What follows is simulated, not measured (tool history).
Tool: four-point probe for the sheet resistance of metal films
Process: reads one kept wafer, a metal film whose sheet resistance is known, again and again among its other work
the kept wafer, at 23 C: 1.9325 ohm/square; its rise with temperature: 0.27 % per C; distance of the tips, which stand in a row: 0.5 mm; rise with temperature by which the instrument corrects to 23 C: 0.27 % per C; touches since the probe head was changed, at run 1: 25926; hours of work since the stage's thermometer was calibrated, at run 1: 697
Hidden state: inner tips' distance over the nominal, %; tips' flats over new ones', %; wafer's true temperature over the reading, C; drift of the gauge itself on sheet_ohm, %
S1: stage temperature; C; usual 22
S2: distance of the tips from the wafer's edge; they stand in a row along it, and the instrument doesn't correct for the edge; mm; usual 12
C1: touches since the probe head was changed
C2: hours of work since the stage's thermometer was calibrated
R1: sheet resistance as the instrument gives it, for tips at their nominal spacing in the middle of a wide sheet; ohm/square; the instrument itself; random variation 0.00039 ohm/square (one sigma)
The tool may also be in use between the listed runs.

{"run": 1, "day": 0.0, "S1": 22, "S2": 12, "C1": 25926, "C2": 697, "R1": 1.933733}
{"run": 2, "day": 0.917, "S1": 22, "S2": 7, "C1": 26793, "C2": 713, "R1": 1.937572}
{"run": 3, "day": 1.975, "S1": 22, "S2": 7, "C1": 27792, "C2": 732, "R1": 1.937895}
{"run": 4, "day": 3.025, "S1": 22, "S2": 12, "C1": 28786, "C2": 751, "R1": 1.933687}
{"run": 5, "day": 3.838, "S1": 21, "S2": 12, "C1": 29555, "C2": 766, "R1": 1.933598}
{"run": 6, "day": 4.75, "S1": 21, "S2": 12, "C1": 30414, "C2": 782, "R1": 1.934063}
{"run": 7, "day": 5.862, "S1": 21, "S2": 12, "C1": 31467, "C2": 802, "R1": 1.933856}
{"run": 8, "day": 6.533, "S1": 22, "S2": 63, "C1": 32101, "C2": 814, "R1": 1.93243}
{"run": 9, "day": 7.162, "S1": 22, "S2": 63, "C1": 32697, "C2": 825, "R1": 1.932494}
{"run": 10, "day": 8.179, "S1": 22, "S2": 63, "C1": 33656, "C2": 843, "R1": 1.932036}
{"run": 11, "day": 8.888, "S1": 22, "S2": 63, "C1": 34327, "C2": 856, "R1": 1.932971}
{"run": 12, "day": 10.008, "S1": 22, "S2": 14, "C1": 35385, "C2": 876, "R1": 1.933271}
{"run": 13, "day": 10.862, "S1": 22, "S2": 14, "C1": 36194, "C2": 892, "R1": 1.933999}
{"run": 14, "day": 11.633, "S1": 22, "S2": 14, "C1": 36923, "C2": 905, "R1": 1.93371}
{"run": 15, "day": 12.45, "S1": 22, "S2": 14, "C1": 37692, "C2": 920, "R1": 1.93353}
{"run": 16, "day": 13.421, "S1": 22, "S2": 39, "C1": 38610, "C2": 937, "R1": 1.932609}

Run 17 comes next. What will it give?
{"run": 17, "day": 14.558, "S1": 22, "S2": 39, "C1": 39686, "C2": 958, "R1": "?"}

{"run 17": {"R1": 1.932725}}
Without the tool's hidden state the same run would have given R1 1.932819 ohm/square.
